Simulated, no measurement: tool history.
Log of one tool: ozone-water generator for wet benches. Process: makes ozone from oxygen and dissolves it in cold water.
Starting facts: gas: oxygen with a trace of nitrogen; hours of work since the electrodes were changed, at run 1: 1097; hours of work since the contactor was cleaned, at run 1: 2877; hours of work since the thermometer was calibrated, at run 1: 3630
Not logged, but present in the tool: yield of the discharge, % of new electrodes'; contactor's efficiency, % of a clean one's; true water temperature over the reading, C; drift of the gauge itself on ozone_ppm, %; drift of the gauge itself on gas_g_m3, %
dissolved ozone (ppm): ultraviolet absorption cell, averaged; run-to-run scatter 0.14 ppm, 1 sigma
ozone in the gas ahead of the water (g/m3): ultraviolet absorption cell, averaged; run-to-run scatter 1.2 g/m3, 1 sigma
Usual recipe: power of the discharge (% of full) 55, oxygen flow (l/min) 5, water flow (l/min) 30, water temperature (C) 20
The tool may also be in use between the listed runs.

run	day	power of the discharge (% of full)	oxygen flow (l/min)	water flow (l/min)	water temperature (C)	hours of work since the electrodes were changed	hours of work since the contactor was cleaned	hours of work since the thermometer was calibrated	dissolved ozone (ppm)	ozone in the gas ahead of the water (g/m3)
1	0	55	5	30	20	1097	2877	3630	14.8	201.5
2	4.296	55	5	30	20	1168	2948	3701	15	203.6
3	8.858	55	5	30	20	1243	3023	3776	14.9	202
4	14.688	55	5	32	20	1339	3119	3872	13.9	202.6
5	21.917	55	5	30	20	1458	3238	3991	15	201.6
6	26.617	55	5	30	20	1535	3315	4068	14.6	201.7
7	32.333	55	5	21	20	1629	3409	4162	20.5	202.5
8	40.404	55	5	21	20	1762	3542	4295	20.2	201.5
# day 40.879: water thermometer calibrated
9	45.879	55	8.2	30	20	1852	3632	82	15	154.3
10	49.746	48	3.54	25	20	1916	3695	146	15.6	226.9
11	53.204	48	2.73	25	12	1972	3752	203	15.9	261.4
12	60.442	48	2.73	25	12	2092	3871	322	16.1	261
# day 63.079: water thermometer calibrated, once more
13	64.479	48	2.73	21	16	2158	3938	23	18.6	260
14	72.329	68	2.73	21	22	2287	4067	152	21.1	314.2
15	79.433	55	6.95	30	15	2404	4184	269	15.3	163.6

5 ways to go on from here, each from the tool as it stands after run 15. What would each give?
A	85.95	92	5	23	20	2511	4291	376	?	?
B	85.95	73	5.82	30	20	2511	4291	376	?	?
C	85.95	55	6.95	27	15	2511	4291	376	?	?
D	85.95	55	6.95	30	17	2511	4291	376	?	?
E	85.95	77	4.47	30	15	2511	4291	376	?	?

run	dissolved ozone (ppm)	ozone in the gas ahead of the water (g/m3)
A	24.3	260.3
B	17	213
C	17.1	165.7
D	15.3	164.1
E	17.8	253.5
Stripped of hidden state, with their random variation kept, the same runs would have yielded:
run	dissolved ozone (ppm)	ozone in the gas ahead of the water (g/m3)
A	27.2	280.9
B	18.9	227.9
C	18.8	175.4
D	16.8	173.9
E	19.8	271.7
